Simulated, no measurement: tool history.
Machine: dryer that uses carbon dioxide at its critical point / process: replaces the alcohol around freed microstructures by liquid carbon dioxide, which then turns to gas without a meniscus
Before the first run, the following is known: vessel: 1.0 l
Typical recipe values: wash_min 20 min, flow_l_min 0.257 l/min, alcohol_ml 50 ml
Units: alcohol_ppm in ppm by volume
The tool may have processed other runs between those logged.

run	hour	wash_min	flow_l_min	alcohol_ml	alcohol_ppm
1	0.0	20	0.257	50	392
2	58.5	20	0.257	50	423
3	92.9	20	0.257	50	435
4	141.0	20	0.257	50	474
5	182.1	20	0.257	50	499
6	219.6	20	0.257	50	496
7	263.9	20	0.257	50	542
8	306.4	20	0.257	50	555
9	343.3	20	0.257	50	567
10	392.1	20	0.222	50	1061
11	420.4	20	0.222	50	1117

For run 12, what comes out?
12	459.4	18	0.257	94	?

{"run 12": {"alcohol_ppm": 1890}}
Minus the tool's unlogged condition, the same run would have read alcohol_ppm 1078 ppm by volume.
